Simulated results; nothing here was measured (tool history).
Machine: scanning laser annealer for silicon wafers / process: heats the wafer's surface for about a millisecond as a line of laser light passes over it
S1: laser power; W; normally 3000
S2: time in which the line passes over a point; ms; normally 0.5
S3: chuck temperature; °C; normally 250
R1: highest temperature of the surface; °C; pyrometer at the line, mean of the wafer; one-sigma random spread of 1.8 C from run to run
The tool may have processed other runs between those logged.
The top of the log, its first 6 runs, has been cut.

run    hour    S1     S2   S3    R1
  7     311  3000    0.5  250  1026
  8   341.9  3000    0.5  228   999
  9   404.5  3279    0.5  250  1108
 10   466.4  3279    0.5  250  1108
 11   518.8  3000    0.5  261  1028
 12   571.2  3000    0.5  236   998
 13   631.4  3000    0.5  236   994
 14   677.6  3000    0.5  236   993
 15   742.6  3150    0.5  250  1052
 16   783.4  3150    0.5  250  1047
      810.2  -- window over the wafer cleaned
 17   820.5  3000  0.477  250  1020
 18   868.6  3000  0.386  250   938
 19   931.8  3000  0.386  250   932
 20   960.7  3000  0.386  250   930
 21   999.7  3000  0.386  250   930
 22  1033.8  3000  0.555  277  1107
 23    1084  2577  0.411  250   831
 24  1133.3  2577  0.411  250   836
 25  1196.8  2577  0.418  253   836
     1232.6  -- optics aligned, line set to its width
 26  1232.6  2577  0.418  257   836
 27  1265.2  2577  0.418  257   831

For run 28, what comes out?
 28  1293.3  3000  0.5  227   ?

For run 28 the tool returned R1 988 °C.
Were there no unlogged condition in the tool, this run, its random variation unchanged, would have produced R1 1037 °C.

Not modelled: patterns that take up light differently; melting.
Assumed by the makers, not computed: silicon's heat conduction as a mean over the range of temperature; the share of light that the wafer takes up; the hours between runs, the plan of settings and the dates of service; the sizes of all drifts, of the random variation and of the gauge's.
